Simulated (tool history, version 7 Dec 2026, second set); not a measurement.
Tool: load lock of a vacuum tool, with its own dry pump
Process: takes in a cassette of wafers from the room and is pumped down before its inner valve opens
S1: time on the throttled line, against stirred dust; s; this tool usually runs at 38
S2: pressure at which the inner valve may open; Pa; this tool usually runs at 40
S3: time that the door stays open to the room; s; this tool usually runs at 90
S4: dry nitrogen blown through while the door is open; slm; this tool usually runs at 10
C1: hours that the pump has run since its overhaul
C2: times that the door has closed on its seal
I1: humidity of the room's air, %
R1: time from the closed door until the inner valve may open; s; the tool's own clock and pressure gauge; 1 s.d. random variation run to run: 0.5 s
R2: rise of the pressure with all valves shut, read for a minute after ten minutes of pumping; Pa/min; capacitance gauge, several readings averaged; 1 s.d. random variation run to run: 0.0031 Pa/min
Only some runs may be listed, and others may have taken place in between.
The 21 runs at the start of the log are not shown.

Run 22, hour 5045.1: usual settings but S1 60 s, S2 54 Pa, S4 38 slm; C1 8802; C2 34340; I1 48.3. Result: R1 88.9 s, R2 0.085 Pa/min.
Run 23, hour 5279.9: usual settings but S1 36 s, S4 8 slm; C1 9037; C2 35305; I1 45.2. Result: R1 71.7 s, R2 0.116 Pa/min.
Run 24, hour 5588.0: usual settings but S1 36 s, S2 56 Pa, S3 225 s, S4 9 slm; C1 9345; C2 36573; I1 40.8. Result: R1 68.6 s, R2 0.128 Pa/min.
Run 25, hour 5855.0: usual settings but S1 61 s, S2 56 Pa, S3 225 s, S4 11 slm; C1 9612; C2 37672; I1 47.1. Result: R1 89.7 s, R2 0.138 Pa/min.
Run 26, hour 6081.7: usual settings but S1 61 s, S2 75 Pa, S3 225 s, S4 26 slm; C1 9839; C2 38604; I1 44.4. Result: R1 87.1 s, R2 0.114 Pa/min.
Run 27, hour 6297.0: usual settings but S1 22 s, S2 64 Pa, S3 163 s, S4 6 slm; C1 10054; C2 39490; I1 46.5. Result: R1 59.4 s, R2 0.143 Pa/min.
Run 28, hour 6552.6: usual settings but S3 40 s, S4 5 slm; C1 10310; C2 40542; I1 42.7. Result: R1 74.6 s, R2 0.114 Pa/min.
Run 29, hour 6796.8: usual settings but S1 32 s, S2 41 Pa, S3 112 s, S4 11 slm; C1 10554; C2 41546; I1 43.7. Result: R1 69.8 s, R2 0.124 Pa/min.
Run 30, hour 7050.6: usual settings but S4 7 slm; C1 10808; C2 42590; I1 43.9. Result: R1 75.0 s, R2 0.125 Pa/min.
Run 31, hour 7244.6: usual settings but S4 7 slm; C1 11002; C2 43389; I1 45.8. Result: R1 75.8 s, R2 0.142 Pa/min.
Run 32, hour 7431.6: usual settings but S4 27 slm; C1 11189; C2 44158; I1 47.0. Result: R1 75.7 s, R2 0.113 Pa/min.
Run 33, hour 7643.4: usual settings but S1 45 s, S4 14 slm; C1 11401; C2 45029; I1 42.4. Result: R1 80.6 s, R2 0.129 Pa/min.
Run 34, hour 7852.2: usual settings but S1 36 s, S2 66 Pa; C1 11610; C2 45888; I1 43.5. Result: R1 71.1 s, R2 0.139 Pa/min.
Run 35, hour 7991.6: usual settings but S1 68 s, S4 9 slm; C1 11749; C2 46462; I1 46.0. Result: R1 97.5 s, R2 0.141 Pa/min.
Run 36, hour 8311.0: usual settings but S1 33 s, S2 49 Pa, S3 139 s, S4 9 slm; C1 12068; C2 47776; I1 45.6. Result: R1 70.7 s, R2 0.150 Pa/min.

Branching from run 36: 3 alternative next runs. What would each branch give?
Run A, hour 8632.7: usual settings but S1 33 s, S2 75 Pa, S3 139 s, S4 9 slm; C1 12390; C2 49100; I1 47.0. Result: R1 ?, R2 ?.
Run B, hour 8632.7: usual settings but S1 32 s, S2 29 Pa; C1 12390; C2 49100; I1 41.7. Result: R1 ?, R2 ?.
Run C, hour 8632.7: usual settings but S1 46 s, S2 53 Pa, S3 139 s, S4 9 slm; C1 12390; C2 49100; I1 48.9. Result: R1 ?, R2 ?.

run    R1     R2
  A  69.1  0.157
  B  74.7  0.136
  C  80.5  0.164
Without the tool's unlogged condition, the same runs would have read:
run    R1     R2
  A  59.7  0.072
  B  63.7  0.052
  C  71.4  0.079

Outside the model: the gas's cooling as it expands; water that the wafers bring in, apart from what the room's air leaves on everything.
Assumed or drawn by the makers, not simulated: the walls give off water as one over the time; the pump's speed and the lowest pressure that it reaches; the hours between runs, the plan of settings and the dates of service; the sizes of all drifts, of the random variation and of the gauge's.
